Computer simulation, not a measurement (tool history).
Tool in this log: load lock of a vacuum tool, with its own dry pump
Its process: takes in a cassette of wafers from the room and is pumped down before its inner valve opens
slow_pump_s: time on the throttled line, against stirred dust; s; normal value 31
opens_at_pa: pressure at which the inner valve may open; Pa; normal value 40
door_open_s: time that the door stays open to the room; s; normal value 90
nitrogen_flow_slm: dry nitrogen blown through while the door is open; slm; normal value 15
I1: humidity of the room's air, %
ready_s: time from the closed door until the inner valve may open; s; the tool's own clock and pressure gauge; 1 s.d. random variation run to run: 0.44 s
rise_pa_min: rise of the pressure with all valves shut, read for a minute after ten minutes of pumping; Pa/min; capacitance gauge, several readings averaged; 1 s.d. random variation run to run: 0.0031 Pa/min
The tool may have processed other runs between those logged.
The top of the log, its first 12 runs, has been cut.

Run 13, hour 1450.7: usual settings but nitrogen_flow_slm 7 slm; I1 47.8. Result: ready_s 63.6 s, rise_pa_min 0.239 Pa/min.
Run 14, hour 1642.3: usual settings but nitrogen_flow_slm 7 slm; I1 46.5. Result: ready_s 63.9 s, rise_pa_min 0.243 Pa/min.
Run 15, hour 1758.9: usual settings but nitrogen_flow_slm 7 slm; I1 42.8. Result: ready_s 63.1 s, rise_pa_min 0.238 Pa/min.
Run 16, hour 1956.8: usual settings but nitrogen_flow_slm 7 slm; I1 43.2. Result: ready_s 62.7 s, rise_pa_min 0.24 Pa/min.
Run 17, hour 2073.4: usual settings; I1 43. Result: ready_s 62.7 s, rise_pa_min 0.232 Pa/min.
Run 18, hour 2181.5: usual settings but nitrogen_flow_slm 4 slm; I1 44.1. Result: ready_s 63.5 s, rise_pa_min 0.256 Pa/min.
Run 19, hour 2295.6: usual settings but slow_pump_s 38 s, nitrogen_flow_slm 13 slm; I1 46.3. Result: ready_s 68.5 s, rise_pa_min 0.252 Pa/min.
Run 20, hour 2469.2: usual settings but opens_at_pa 42 Pa, door_open_s 78 s; I1 44. Result: ready_s 62.6 s, rise_pa_min 0.24 Pa/min.
Run 21, hour 2622.1: usual settings but opens_at_pa 38 Pa; I1 44.8. Result: ready_s 63 s, rise_pa_min 0.253 Pa/min.
Run 22, hour 2811.9: usual settings but slow_pump_s 41 s, opens_at_pa 66 Pa, door_open_s 137 s; I1 44.8. Result: ready_s 68.2 s, rise_pa_min 0.276 Pa/min.
Run 23, hour 2995.9: usual settings but slow_pump_s 41 s, opens_at_pa 45 Pa, door_open_s 137 s, nitrogen_flow_slm 26 slm; I1 45.3. Result: ready_s 70.8 s, rise_pa_min 0.265 Pa/min.
Run 24, hour 3136.9: usual settings but slow_pump_s 41 s, opens_at_pa 45 Pa, door_open_s 137 s, nitrogen_flow_slm 26 slm; I1 48.4. Result: ready_s 70.5 s, rise_pa_min 0.271 Pa/min.
Run 25, hour 3283.4: usual settings but slow_pump_s 29 s, opens_at_pa 54 Pa, door_open_s 66 s, nitrogen_flow_slm 18 slm; I1 43.3. Result: ready_s 61 s, rise_pa_min 0.25 Pa/min.
Run 26, hour 3476.8: usual settings but slow_pump_s 29 s, opens_at_pa 54 Pa, door_open_s 66 s, nitrogen_flow_slm 18 slm; I1 45. Result: ready_s 60.2 s, rise_pa_min 0.258 Pa/min.
Run 27, hour 3646.6: usual settings but slow_pump_s 29 s, opens_at_pa 54 Pa, door_open_s 66 s, nitrogen_flow_slm 18 slm; I1 46.9. Result: ready_s 60.3 s, rise_pa_min 0.269 Pa/min.
Run 28, hour 3820.2: usual settings but slow_pump_s 29 s, opens_at_pa 54 Pa, door_open_s 66 s, nitrogen_flow_slm 18 slm; I1 45.6. Result: ready_s 61.2 s, rise_pa_min 0.271 Pa/min.
Run 29, hour 4017.5: usual settings but slow_pump_s 29 s, opens_at_pa 54 Pa, door_open_s 66 s, nitrogen_flow_slm 18 slm; I1 46.7. Result: ready_s 61.1 s, rise_pa_min 0.273 Pa/min.
Run 30, hour 4147.3: usual settings but slow_pump_s 29 s, opens_at_pa 54 Pa, door_open_s 66 s, nitrogen_flow_slm 18 slm; I1 43.1. Result: ready_s 61.6 s, rise_pa_min 0.283 Pa/min.
Run 31, hour 4240.7: usual settings but slow_pump_s 36 s, opens_at_pa 49 Pa, door_open_s 45 s, nitrogen_flow_slm 26 slm; I1 45.1. Result: ready_s 66.9 s, rise_pa_min 0.27 Pa/min.
Run 32, hour 4327.8: usual settings but slow_pump_s 32 s, opens_at_pa 31 Pa, door_open_s 50 s, nitrogen_flow_slm 26 slm; I1 48.3. Result: ready_s 66.3 s, rise_pa_min 0.276 Pa/min.
Run 33, hour 4504: usual settings but opens_at_pa 39 Pa, door_open_s 30 s, nitrogen_flow_slm 13 slm; I1 45.6. Result: ready_s 64.8 s, rise_pa_min 0.272 Pa/min.
Run 34, hour 4694: usual settings but slow_pump_s 56 s, opens_at_pa 34 Pa, door_open_s 62 s, nitrogen_flow_slm 40 slm; I1 43.3. Result: ready_s 83.3 s, rise_pa_min 0.276 Pa/min.
Run 35, hour 4877: usual settings but slow_pump_s 56 s, opens_at_pa 34 Pa, door_open_s 62 s, nitrogen_flow_slm 40 slm; I1 47.9. Result: ready_s 83.3 s, rise_pa_min 0.281 Pa/min.
Run 36, hour 4964.2: usual settings but slow_pump_s 56 s, opens_at_pa 53 Pa, door_open_s 239 s, nitrogen_flow_slm 9 slm; I1 45.2. Result: ready_s 81.9 s, rise_pa_min 0.37 Pa/min.

Predict each of these 5 candidate next runs independently; none follows another, all start after run 36:
Run A, hour 5134.1: usual settings but slow_pump_s 20 s, opens_at_pa 53 Pa, door_open_s 76 s; I1 45.6. Result: ready_s ?, rise_pa_min ?.
Run B, hour 5134.1: usual settings but slow_pump_s 28 s, opens_at_pa 41 Pa, door_open_s 52 s, nitrogen_flow_slm 9 slm; I1 44.1. Result: ready_s ?, rise_pa_min ?.
Run C, hour 5134.1: usual settings but slow_pump_s 22 s, nitrogen_flow_slm 5 slm; I1 43.8. Result: ready_s ?, rise_pa_min ?.
Run D, hour 5134.1: usual settings but slow_pump_s 56 s, opens_at_pa 53 Pa, door_open_s 239 s, nitrogen_flow_slm 25 slm; I1 46.5. Result: ready_s ?, rise_pa_min ?.
Run E, hour 5134.1: usual settings but slow_pump_s 56 s, opens_at_pa 53 Pa, door_open_s 38 s, nitrogen_flow_slm 9 slm; I1 44.9. Result: ready_s ?, rise_pa_min ?.

run  ready_s  rise_pa_min
  A     55.3        0.317
  B     62.4         0.31
  C     58.1        0.338
  D     82.4        0.345
  E     81.7        0.308
What these runs would have given with no unlogged condition in the tool:
run  ready_s  rise_pa_min
  A     50.8        0.058
  B     57.9        0.053
  C     53.5        0.079
  D     79.1        0.087
  E     78.4        0.049
